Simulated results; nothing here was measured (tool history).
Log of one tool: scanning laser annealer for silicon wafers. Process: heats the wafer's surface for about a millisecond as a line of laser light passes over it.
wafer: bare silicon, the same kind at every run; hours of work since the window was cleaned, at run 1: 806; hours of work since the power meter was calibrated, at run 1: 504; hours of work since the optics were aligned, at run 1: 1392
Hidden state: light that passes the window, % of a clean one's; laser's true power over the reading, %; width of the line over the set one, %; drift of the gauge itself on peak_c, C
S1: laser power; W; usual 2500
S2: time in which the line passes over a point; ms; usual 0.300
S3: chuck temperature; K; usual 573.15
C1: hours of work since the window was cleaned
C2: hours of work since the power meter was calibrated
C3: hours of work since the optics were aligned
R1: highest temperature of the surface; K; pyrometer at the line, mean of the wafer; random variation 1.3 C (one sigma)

{"run": 1, "day": 0.0, "S1": 2500, "S2": 0.3, "S3": 573.15, "C1": 806, "C2": 504, "C3": 1392, "R1": 1381.15}
{"run": 2, "day": 0.742, "S1": 2500, "S2": 0.3, "S3": 573.15, "C1": 818, "C2": 516, "C3": 1404, "R1": 1379.15}
{"run": 3, "day": 1.167, "S1": 2500, "S2": 0.355, "S3": 573.15, "C1": 825, "C2": 523, "C3": 1411, "R1": 1445.15}
{"run": 4, "day": 1.754, "S1": 2500, "S2": 0.355, "S3": 573.15, "C1": 835, "C2": 533, "C3": 1421, "R1": 1444.15}
{"run": 5, "day": 2.512, "S1": 2500, "S2": 0.355, "S3": 573.15, "C1": 847, "C2": 545, "C3": 1433, "R1": 1444.15}
{"run": 6, "day": 3.017, "S1": 2500, "S2": 0.355, "S3": 573.15, "C1": 856, "C2": 554, "C3": 1442, "R1": 1445.15}
{"run": 7, "day": 3.675, "S1": 2500, "S2": 0.3, "S3": 573.15, "C1": 867, "C2": 565, "C3": 1453, "R1": 1381.15}
{"run": 8, "day": 4.262, "S1": 2500, "S2": 0.3, "S3": 564.15, "C1": 876, "C2": 574, "C3": 1462, "R1": 1372.15}
{"run": 9, "day": 4.712, "S1": 2500, "S2": 0.3, "S3": 573.15, "C1": 884, "C2": 582, "C3": 1470, "R1": 1380.15}
{"run": 10, "day": 5.071, "S1": 2500, "S2": 0.3, "S3": 573.15, "C1": 890, "C2": 588, "C3": 1476, "R1": 1382.15}
{"run": 11, "day": 5.725, "S1": 2631, "S2": 0.3, "S3": 573.15, "C1": 900, "C2": 598, "C3": 1487, "R1": 1420.15}
{"day": 6.121, "done": "window over the wafer cleaned"}
{"run": 12, "day": 6.317, "S1": 2631, "S2": 0.3, "S3": 573.15, "C1": 3, "C2": 607, "C3": 1495, "R1": 1422.15}
{"run": 13, "day": 6.762, "S1": 2631, "S2": 0.332, "S3": 573.15, "C1": 11, "C2": 614, "C3": 1502, "R1": 1461.15}
{"run": 14, "day": 7.542, "S1": 2500, "S2": 0.3, "S3": 573.15, "C1": 23, "C2": 627, "C3": 1515, "R1": 1385.15}
{"run": 15, "day": 8.067, "S1": 2500, "S2": 0.3, "S3": 573.15, "C1": 32, "C2": 636, "C3": 1524, "R1": 1382.15}
{"run": 16, "day": 8.692, "S1": 2500, "S2": 0.3, "S3": 573.15, "C1": 43, "C2": 646, "C3": 1534, "R1": 1384.15}
{"run": 17, "day": 9.3, "S1": 2500, "S2": 0.3, "S3": 582.15, "C1": 53, "C2": 656, "C3": 1544, "R1": 1390.15}
{"run": 18, "day": 9.975, "S1": 2500, "S2": 0.3, "S3": 582.15, "C1": 64, "C2": 667, "C3": 1556, "R1": 1392.15}
{"run": 19, "day": 10.696, "S1": 2500, "S2": 0.3, "S3": 573.15, "C1": 76, "C2": 679, "C3": 1567, "R1": 1385.15}
{"run": 20, "day": 11.204, "S1": 2500, "S2": 0.3, "S3": 573.15, "C1": 84, "C2": 688, "C3": 1576, "R1": 1382.15}
{"run": 21, "day": 11.658, "S1": 2500, "S2": 0.3, "S3": 573.15, "C1": 92, "C2": 695, "C3": 1583, "R1": 1381.15}
{"run": 22, "day": 12.396, "S1": 2500, "S2": 0.26, "S3": 573.15, "C1": 104, "C2": 707, "C3": 1596, "R1": 1330.15}
{"run": 23, "day": 13.012, "S1": 2671, "S2": 0.281, "S3": 610.15, "C1": 114, "C2": 718, "C3": 1606, "R1": 1445.15}
{"run": 24, "day": 13.608, "S1": 2502, "S2": 0.271, "S3": 553.15, "C1": 124, "C2": 727, "C3": 1616, "R1": 1325.15}
{"day": 13.917, "done": "optics aligned, line set to its width"}
{"run": 25, "day": 14.579, "S1": 2182, "S2": 0.245, "S3": 553.15, "C1": 136, "C2": 740, "C3": 11, "R1": 1203.15}
{"run": 26, "day": 14.95, "S1": 2182, "S2": 0.263, "S3": 602.15, "C1": 142, "C2": 746, "C3": 17, "R1": 1274.15}
{"run": 27, "day": 15.696, "S1": 2182, "S2": 0.263, "S3": 602.15, "C1": 155, "C2": 759, "C3": 29, "R1": 1275.15}
{"run": 28, "day": 16.492, "S1": 2299, "S2": 0.269, "S3": 612.15, "C1": 168, "C2": 772, "C3": 43, "R1": 1325.15}
{"run": 29, "day": 16.921, "S1": 2525, "S2": 0.266, "S3": 537.15, "C1": 175, "C2": 779, "C3": 50, "R1": 1312.15}
{"run": 30, "day": 17.496, "S1": 2244, "S2": 0.3, "S3": 573.15, "C1": 185, "C2": 788, "C3": 59, "R1": 1308.15}
{"run": 31, "day": 17.983, "S1": 2552, "S2": 0.248, "S3": 573.15, "C1": 193, "C2": 796, "C3": 67, "R1": 1331.15}
{"run": 32, "day": 18.688, "S1": 2536, "S2": 0.296, "S3": 582.15, "C1": 204, "C2": 808, "C3": 79, "R1": 1398.15}
{"run": 33, "day": 19.45, "S1": 2305, "S2": 0.256, "S3": 582.15, "C1": 217, "C2": 821, "C3": 92, "R1": 1282.15}
{"run": 34, "day": 19.962, "S1": 2305, "S2": 0.256, "S3": 582.15, "C1": 225, "C2": 829, "C3": 100, "R1": 1283.15}
{"run": 35, "day": 20.638, "S1": 2176, "S2": 0.229, "S3": 565.15, "C1": 237, "C2": 840, "C3": 111, "R1": 1193.15}
{"run": 36, "day": 21.417, "S1": 2377, "S2": 0.379, "S3": 573.15, "C1": 249, "C2": 853, "C3": 124, "R1": 1432.15}
{"run": 37, "day": 22.183, "S1": 2500, "S2": 0.275, "S3": 573.15, "C1": 262, "C2": 866, "C3": 137, "R1": 1350.15}
{"run": 38, "day": 22.946, "S1": 2500, "S2": 0.275, "S3": 573.15, "C1": 275, "C2": 878, "C3": 149, "R1": 1349.15}
{"run": 39, "day": 23.712, "S1": 2400, "S2": 0.226, "S3": 551.15, "C1": 287, "C2": 891, "C3": 162, "R1": 1236.15}
{"run": 40, "day": 24.475, "S1": 2400, "S2": 0.226, "S3": 551.15, "C1": 300, "C2": 904, "C3": 175, "R1": 1237.15}
{"run": 41, "day": 24.958, "S1": 2261, "S2": 0.301, "S3": 599.15, "C1": 308, "C2": 912, "C3": 183, "R1": 1337.15}

3 ways to go on from here, each from the tool as it stands after run 41. What would each give?
{"run": "A", "day": 25.75, "S1": 2261, "S2": 0.284, "S3": 536.15, "C1": 321, "C2": 925, "C3": 196, "R1": "?"}
{"run": "B", "day": 25.75, "S1": 2336, "S2": 0.301, "S3": 599.15, "C1": 321, "C2": 925, "C3": 196, "R1": "?"}
{"run": "C", "day": 25.75, "S1": 2314, "S2": 0.28, "S3": 562.15, "C1": 321, "C2": 925, "C3": 196, "R1": "?"}

run=A R1=1257.15
run=B R1=1361.15
run=C R1=1292.15
Without the tool's hidden state the same runs would have given:
run=A R1=1257.15
run=B R1=1361.15
run=C R1=1293.15

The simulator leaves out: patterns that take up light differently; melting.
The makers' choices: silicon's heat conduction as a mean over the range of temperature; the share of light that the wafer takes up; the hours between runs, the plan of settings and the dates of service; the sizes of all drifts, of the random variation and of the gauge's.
